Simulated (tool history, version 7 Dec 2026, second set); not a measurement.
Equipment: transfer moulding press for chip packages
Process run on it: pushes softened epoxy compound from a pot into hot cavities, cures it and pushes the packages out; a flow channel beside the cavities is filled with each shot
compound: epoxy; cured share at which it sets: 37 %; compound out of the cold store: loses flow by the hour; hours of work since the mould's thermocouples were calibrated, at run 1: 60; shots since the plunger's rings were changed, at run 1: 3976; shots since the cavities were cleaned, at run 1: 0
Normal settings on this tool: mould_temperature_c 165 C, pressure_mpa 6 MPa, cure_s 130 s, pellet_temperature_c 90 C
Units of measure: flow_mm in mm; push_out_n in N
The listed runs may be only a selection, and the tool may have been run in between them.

run	day	mould_temperature_c	pressure_mpa	cure_s	pellet_temperature_c	hours of work since the mould's thermocouples were calibrated	shots since the plunger's rings were changed	shots since the cavities were cleaned	incoming compound's hours out of the cold store	flow_mm	push_out_n
1	0	165	6	130	90	60	3976	0	30.4	835	333
2	2.246	165	6	130	90	85	4375	399	44.8	781	439
# day 4.104: cavities cleaned with cleaning compound and waxed
3	4.546	165	6	161	90	111	4772	78	30.1	829	333
4	7.112	165	6	161	90	140	5227	533	22	846	413
# day 8.258: cavities cleaned with cleaning compound and waxed
# day 9.271: plunger's sealing rings changed
5	9.375	165	6	161	90	164	19	181	40.1	833	359
6	11.783	165	5.69	161	90	191	446	608	42	803	433
# day 12.546: cavities cleaned with cleaning compound and waxed
7	13.775	165	6	130	90	213	788	218	9	954	412
# day 16.738: cavities cleaned with cleaning compound and waxed
8	17.671	165	6	130	90	257	1468	165	25.2	881	386
9	20.458	165	6	130	90	289	1963	660	37.6	820	456
# day 20.867: cavities cleaned with cleaning compound and waxed
# day 22.888: mould's thermocouples calibrated
10	23.512	165	6	115	90	7	2479	455	10.8	930	538
# day 25.392: cavities cleaned with cleaning compound and waxed
11	26.583	165	6.33	115	90	41	3013	211	34	854	493
12	29.429	165	6.33	115	90	74	3518	716	34.8	845	521
# day 29.833: cavities cleaned with cleaning compound and waxed
13	31.85	165	6.33	115	90	101	3937	359	24.7	880	504
14	33.833	162	6	130	86	123	4288	710	24	868	557
# day 34.146: cavities cleaned with cleaning compound and waxed
15	37.571	157	4.96	114	84	165	4940	607	26.5	792	1000
# day 38.379: cavities cleaned with cleaning compound and waxed
# day 41.117: plunger's sealing rings changed
16	41.117	168	4.96	114	100	203	0	467	24.8	801	449
# day 42.721: cavities cleaned with cleaning compound and waxed
17	45.096	165	5.42	167	100	248	695	421	37	798	407
# day 47.146: cavities cleaned with cleaning compound and waxed
18	47.958	165	5.42	167	100	280	1192	144	8.3	902	340
19	50.812	165	5.42	167	100	312	1699	651	25.6	835	413
# day 51.088: mould's thermocouples calibrated
# day 51.488: cavities cleaned with cleaning compound and waxed
20	52.65	165	5.42	167	100	17	1999	207	19.5	854	351
# day 55.696: cavities cleaned with cleaning compound and waxed
21	56.142	165	5.42	167	100	56	2608	80	35	788	329

Entry by entry between the runs, the difference in hidden state between the last listed run before and the first listed run after:
Run 2 -> run 3: cavities cleaned with cleaning compound and waxed (day 4.104)
  true mould temperature over the reading, C: 0.18 -> 0.22; pressure that reaches the compound, % of what is set: 90.71 -> 89.87; grip of the stained cavities, % over clean ones': 39.2 -> 14.9
  measured less the result without the state, flow_mm: -40 -> -46 mm; push_out_n: +120 -> +43 N
Run 4 -> run 5: cavities cleaned with cleaning compound and waxed (day 8.258); plunger's sealing rings changed (day 9.271)
  true mould temperature over the reading, C: 0.27 -> 0.3; pressure that reaches the compound, % of what is set: 88.93 -> 99.71; grip of the stained cavities, % over clean ones': 43.6 -> 25.7
  measured less the result without the state, flow_mm: -53 -> -2 mm; push_out_n: +124 -> +72 N
Run 6 -> run 7: cavities cleaned with cleaning compound and waxed (day 12.546)
  true mould temperature over the reading, C: 0.35 -> 0.39; pressure that reaches the compound, % of what is set: 98.84 -> 98.13; grip of the stained cavities, % over clean ones': 46.9 -> 27.8
  measured less the result without the state, flow_mm: -6 -> -10 mm; push_out_n: +138 -> +85 N
Run 7 -> run 8: cavities cleaned with cleaning compound and waxed (day 16.738)
  true mould temperature over the reading, C: 0.39 -> 0.46; pressure that reaches the compound, % of what is set: 98.13 -> 96.79; grip of the stained cavities, % over clean ones': 27.8 -> 23.4
  measured less the result without the state, flow_mm: -10 -> -16 mm; push_out_n: +85 -> +68 N
Run 9 -> run 10: cavities cleaned with cleaning compound and waxed (day 20.867); mould's thermocouples calibrated (day 22.888)
  true mould temperature over the reading, C: 0.51 -> 0.08; pressure that reaches the compound, % of what is set: 95.9 -> 94.95; grip of the stained cavities, % over clean ones': 47.3 -> 42.1
  measured less the result without the state, flow_mm: -19 -> -25 mm; push_out_n: +144 -> +158 N
Run 10 -> run 11: cavities cleaned with cleaning compound and waxed (day 25.392)
  true mould temperature over the reading, C: 0.08 -> 0.14; pressure that reaches the compound, % of what is set: 94.95 -> 93.83; grip of the stained cavities, % over clean ones': 42.1 -> 27.9
  measured less the result without the state, flow_mm: -25 -> -29 mm; push_out_n: +158 -> +102 N
Run 12 -> run 13: cavities cleaned with cleaning compound and waxed (day 29.833)
  true mould temperature over the reading, C: 0.19 -> 0.24; pressure that reaches the compound, % of what is set: 92.78 -> 91.94; grip of the stained cavities, % over clean ones': 48.4 -> 37.1
  measured less the result without the state, flow_mm: -33 -> -38 mm; push_out_n: +166 -> +133 N
Run 14 -> run 15: cavities cleaned with cleaning compound and waxed (day 34.146)
  true mould temperature over the reading, C: 0.28 -> 0.35; pressure that reaches the compound, % of what is set: 91.28 -> 90.02; grip of the stained cavities, % over clean ones': 48.1 -> 46.8
  measured less the result without the state, flow_mm: -42 -> -44 mm; push_out_n: +175 -> +299 N
Run 15 -> run 16: cavities cleaned with cleaning compound and waxed (day 38.379); plunger's sealing rings changed (day 41.117)
  true mould temperature over the reading, C: 0.35 -> 0.41; pressure that reaches the compound, % of what is set: 90.02 -> 99.81; grip of the stained cavities, % over clean ones': 46.8 -> 42.4
  measured less the result without the state, flow_mm: -44 -> -2 mm; push_out_n: +299 -> +130 N
Run 16 -> run 17: cavities cleaned with cleaning compound and waxed (day 42.721)
  true mould temperature over the reading, C: 0.41 -> 0.48; pressure that reaches the compound, % of what is set: 99.81 -> 98.59; grip of the stained cavities, % over clean ones': 42.4 -> 39.6
  measured less the result without the state, flow_mm: -2 -> -7 mm; push_out_n: +130 -> +113 N
Run 17 -> run 18: cavities cleaned with cleaning compound and waxed (day 47.146)
  true mould temperature over the reading, C: 0.48 -> 0.53; pressure that reaches the compound, % of what is set: 98.59 -> 97.56; grip of the stained cavities, % over clean ones': 39.6 -> 21.5
  measured less the result without the state, flow_mm: -7 -> -13 mm; push_out_n: +113 -> +60 N
Run 19 -> run 20: mould's thermocouples calibrated (day 51.088); cavities cleaned with cleaning compound and waxed (day 51.488)
  true mould temperature over the reading, C: 0.58 -> -0.13; pressure that reaches the compound, % of what is set: 96.5 -> 95.96; grip of the stained cavities, % over clean ones': 46.9 -> 25.3
  measured less the result without the state, flow_mm: -17 -> -18 mm; push_out_n: +133 -> +71 N
Run 20 -> run 21: cavities cleaned with cleaning compound and waxed (day 55.696)
  true mould temperature over the reading, C: -0.13 -> -0.07; pressure that reaches the compound, % of what is set: 95.96 -> 94.64; grip of the stained cavities, % over clean ones': 25.3 -> 16.8
  measured less the result without the state, flow_mm: -18 -> -21 mm; push_out_n: +71 -> +47 N

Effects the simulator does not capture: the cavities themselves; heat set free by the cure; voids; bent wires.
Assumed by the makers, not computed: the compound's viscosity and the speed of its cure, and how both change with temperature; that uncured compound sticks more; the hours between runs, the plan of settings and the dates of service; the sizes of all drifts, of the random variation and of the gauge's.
